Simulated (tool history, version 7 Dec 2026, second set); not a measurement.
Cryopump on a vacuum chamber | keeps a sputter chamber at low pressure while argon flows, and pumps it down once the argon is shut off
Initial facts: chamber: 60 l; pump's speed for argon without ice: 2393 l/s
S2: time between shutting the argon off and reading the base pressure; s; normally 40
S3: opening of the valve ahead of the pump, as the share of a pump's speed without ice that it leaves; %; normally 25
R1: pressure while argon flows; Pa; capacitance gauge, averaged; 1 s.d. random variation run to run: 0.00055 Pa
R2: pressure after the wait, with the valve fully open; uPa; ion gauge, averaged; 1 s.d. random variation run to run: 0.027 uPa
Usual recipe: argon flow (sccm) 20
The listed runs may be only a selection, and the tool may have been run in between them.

{"run": 1, "hour": 0.0, "argon flow (sccm)": 20, "S2": 40, "S3": 25, "R1": 0.0617, "R2": 1.44}
{"hour": 75.4, "done": "pump warmed up, emptied and cooled again"}
{"run": 2, "hour": 134.7, "argon flow (sccm)": 20, "S2": 93, "S3": 25, "R1": 0.0568, "R2": 0.86}
{"run": 3, "hour": 189.7, "argon flow (sccm)": 20, "S2": 93, "S3": 25, "R1": 0.0571, "R2": 0.86}
{"run": 4, "hour": 249.1, "argon flow (sccm)": 20, "S2": 93, "S3": 25, "R1": 0.0574, "R2": 0.88}
{"run": 5, "hour": 335.9, "argon flow (sccm)": 30, "S2": 40, "S3": 25, "R1": 0.0873, "R2": 1.55}
{"run": 6, "hour": 392.4, "argon flow (sccm)": 30, "S2": 40, "S3": 25, "R1": 0.0879, "R2": 1.61}
{"run": 7, "hour": 525.0, "argon flow (sccm)": 30, "S2": 40, "S3": 25, "R1": 0.0884, "R2": 1.66}
{"run": 8, "hour": 614.6, "argon flow (sccm)": 26, "S2": 40, "S3": 25, "R1": 0.077, "R2": 1.7}
{"run": 9, "hour": 685.3, "argon flow (sccm)": 20, "S2": 40, "S3": 25, "R1": 0.0595, "R2": 1.79}
{"run": 10, "hour": 745.9, "argon flow (sccm)": 20, "S2": 212, "S3": 25, "R1": 0.06, "R2": 0.98}
{"run": 11, "hour": 847.9, "argon flow (sccm)": 20, "S2": 216, "S3": 25, "R1": 0.0601, "R2": 1.05}
{"run": 12, "hour": 973.9, "argon flow (sccm)": 20, "S2": 216, "S3": 25, "R1": 0.0609, "R2": 1.15}
{"hour": 1036.9, "done": "pump warmed up, emptied and cooled again"}
{"run": 13, "hour": 1108.2, "argon flow (sccm)": 20, "S2": 40, "S3": 25, "R1": 0.0578, "R2": 1.89}
{"run": 14, "hour": 1218.5, "argon flow (sccm)": 20, "S2": 40, "S3": 25, "R1": 0.0576, "R2": 1.89}
{"run": 15, "hour": 1281.8, "argon flow (sccm)": 20, "S2": 40, "S3": 25, "R1": 0.0583, "R2": 1.91}
{"run": 16, "hour": 1368.5, "argon flow (sccm)": 20, "S2": 40, "S3": 25, "R1": 0.0577, "R2": 2.01}
{"run": 17, "hour": 1486.6, "argon flow (sccm)": 20, "S2": 40, "S3": 25, "R1": 0.0589, "R2": 2.11}
{"hour": 1556.6, "done": "leaking fittings of the chamber tightened, without venting"}
{"run": 18, "hour": 1572.7, "argon flow (sccm)": 20, "S2": 42, "S3": 27, "R1": 0.0548, "R2": 1.18}
{"run": 19, "hour": 1701.6, "argon flow (sccm)": 27, "S2": 123, "S3": 25, "R1": 0.0817, "R2": 0.61}
{"run": 20, "hour": 1786.2, "argon flow (sccm)": 27, "S2": 123, "S3": 25, "R1": 0.0818, "R2": 0.62}
{"run": 21, "hour": 1896.3, "argon flow (sccm)": 27, "S2": 123, "S3": 34, "R1": 0.0622, "R2": 0.69}
{"hour": 2004.7, "done": "pump warmed up, emptied and cooled again"}
{"run": 22, "hour": 2013.8, "argon flow (sccm)": 27, "S2": 123, "S3": 34, "R1": 0.0571, "R2": 0.7}
{"run": 23, "hour": 2108.0, "argon flow (sccm)": 27, "S2": 123, "S3": 34, "R1": 0.0579, "R2": 0.73}
{"run": 24, "hour": 2219.6, "argon flow (sccm)": 29, "S2": 182, "S3": 25, "R1": 0.0833, "R2": 0.67}
{"run": 25, "hour": 2328.2, "argon flow (sccm)": 17, "S2": 81, "S3": 25, "R1": 0.0502, "R2": 1.07}
{"run": 26, "hour": 2404.9, "argon flow (sccm)": 38, "S2": 32, "S3": 26, "R1": 0.1078, "R2": 1.88}
{"run": 27, "hour": 2499.9, "argon flow (sccm)": 38, "S2": 32, "S3": 59, "R1": 0.0512, "R2": 1.99}
{"run": 28, "hour": 2607.3, "argon flow (sccm)": 9, "S2": 32, "S3": 48, "R1": 0.0151, "R2": 2.08}
{"run": 29, "hour": 2712.4, "argon flow (sccm)": 21, "S2": 196, "S3": 48, "R1": 0.0351, "R2": 1}
{"run": 30, "hour": 2777.4, "argon flow (sccm)": 12, "S2": 40, "S3": 29, "R1": 0.032, "R2": 1.81}
{"run": 31, "hour": 2839.9, "argon flow (sccm)": 12, "S2": 40, "S3": 29, "R1": 0.0328, "R2": 1.96}
{"hour": 2970.4, "done": "pump warmed up, emptied and cooled again"}
{"run": 32, "hour": 2970.4, "argon flow (sccm)": 34, "S2": 97, "S3": 19, "R1": 0.1291, "R2": 1.21}
{"run": 33, "hour": 3062.0, "argon flow (sccm)": 34, "S2": 97, "S3": 19, "R1": 0.1277, "R2": 1.22}
{"run": 34, "hour": 3182.7, "argon flow (sccm)": 15, "S2": 56, "S3": 40, "R1": 0.0281, "R2": 1.7}

4 options for the next run, each taken on its own from the tool as it stands now. Forecast them:
{"run": "A", "hour": 3297.0, "argon flow (sccm)": 15, "S2": 39, "S3": 25, "R1": "?", "R2": "?"}
{"run": "B", "hour": 3297.0, "argon flow (sccm)": 12, "S2": 39, "S3": 56, "R1": "?", "R2": "?"}
{"run": "C", "hour": 3297.0, "argon flow (sccm)": 20, "S2": 90, "S3": 58, "R1": "?", "R2": "?"}
{"run": "D", "hour": 3297.0, "argon flow (sccm)": 38, "S2": 56, "S3": 40, "R1": "?", "R2": "?"}

run=A R1=0.0451 R2=2.13
run=B R1=0.0161 R2=2.12
run=C R1=0.0266 R2=1.47
run=D R1=0.0718 R2=1.77
What these runs would have given with no unlogged condition in the tool:
run=A R1=0.0434 R2=1.26
run=B R1=0.0148 R2=1.25
run=C R1=0.0244 R2=0.61
run=D R1=0.0675 R2=0.9
